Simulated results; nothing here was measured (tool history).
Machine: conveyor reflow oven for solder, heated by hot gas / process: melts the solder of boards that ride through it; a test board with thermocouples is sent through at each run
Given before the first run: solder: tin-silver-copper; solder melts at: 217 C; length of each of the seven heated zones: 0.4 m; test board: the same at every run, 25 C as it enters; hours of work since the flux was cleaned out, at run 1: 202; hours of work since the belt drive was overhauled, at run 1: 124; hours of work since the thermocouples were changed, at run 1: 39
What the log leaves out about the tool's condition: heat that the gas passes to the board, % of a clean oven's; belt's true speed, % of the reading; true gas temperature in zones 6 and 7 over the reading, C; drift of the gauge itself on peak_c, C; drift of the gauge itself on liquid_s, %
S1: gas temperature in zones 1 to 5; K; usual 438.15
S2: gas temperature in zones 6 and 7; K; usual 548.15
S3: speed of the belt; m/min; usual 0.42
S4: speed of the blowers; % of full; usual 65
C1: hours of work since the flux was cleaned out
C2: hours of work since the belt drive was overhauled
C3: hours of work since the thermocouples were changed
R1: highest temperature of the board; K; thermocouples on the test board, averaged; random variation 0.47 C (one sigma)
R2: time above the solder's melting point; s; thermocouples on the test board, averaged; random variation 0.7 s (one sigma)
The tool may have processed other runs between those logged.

run   hour      S1      S2     S3  S4   C1   C2  C3      R1    R2
  1      0  438.15  548.15   0.42  65  202  124  39  526.85  80.4
  2      9  438.15  558.15   0.42  65  206  128  43  534.85  89.9
  3   13.1  438.15  541.15   0.42  65  208  130  45  520.25  74.2
  4   21.9  438.15  541.15   0.42  65  212  134  49  520.55  73.4
  5   29.4  438.15  548.15   0.42  65  215  138  52  526.85  80.2
  6   36.6  438.15  548.15   0.42  65  219  141  56  526.55  79.3
  7   44.3  438.15  548.15   0.42  65  222  145  59  526.65    80
  8   53.3  438.15  548.15  0.491  65  227  149  64  519.85  59.6
  9   60.2  440.15  548.15   0.42  65  230  152  67  527.05  81.8
 10   69.6  438.15  539.15   0.42  58  234  157  71  515.55  65.2
 11     79  438.15  539.15   0.42  58  239  161  76  514.95  64.9
 12   83.2  438.15  539.15   0.42  58  241  163  78  515.45  64.1
 13   87.1  438.15  539.15   0.42  58  243  165  80  515.65  64.9
 14   91.6  430.15  541.15  0.481  67  245  167  82  514.55  51.8
 15   98.2  430.15  541.15  0.481  67  248  170  85  514.75  51.7
 16  102.4  430.15  541.15  0.481  67  250  172  87  514.15  51.2

Below are 5 alternative next runs, each starting from the tool's condition after run 16. Predict each:
  A  108.4  441.15  548.15   0.42  65  253  175  90   ?   ?
  B  108.4  430.15  548.15  0.481  67  253  175  90   ?   ?
  C  108.4  438.15  548.15   0.42  85  253  175  90   ?   ?
  D  108.4  450.15  541.15  0.481  67  253  175  90   ?   ?
  E  108.4  425.15  544.15  0.352  67  253  175  90   ?   ?

run      R1    R2
  A  526.45  81.6
  B  518.95  58.2
  C  533.05  89.7
  D  518.95    66
  E  527.85  95.3
Take away the tool's hidden state, keep each run's random variation, and the runs would have read:
run      R1    R2
  A  526.55  81.8
  B  519.15  58.5
  C  533.15  89.9
  D  519.05  66.3
  E  528.05  95.6
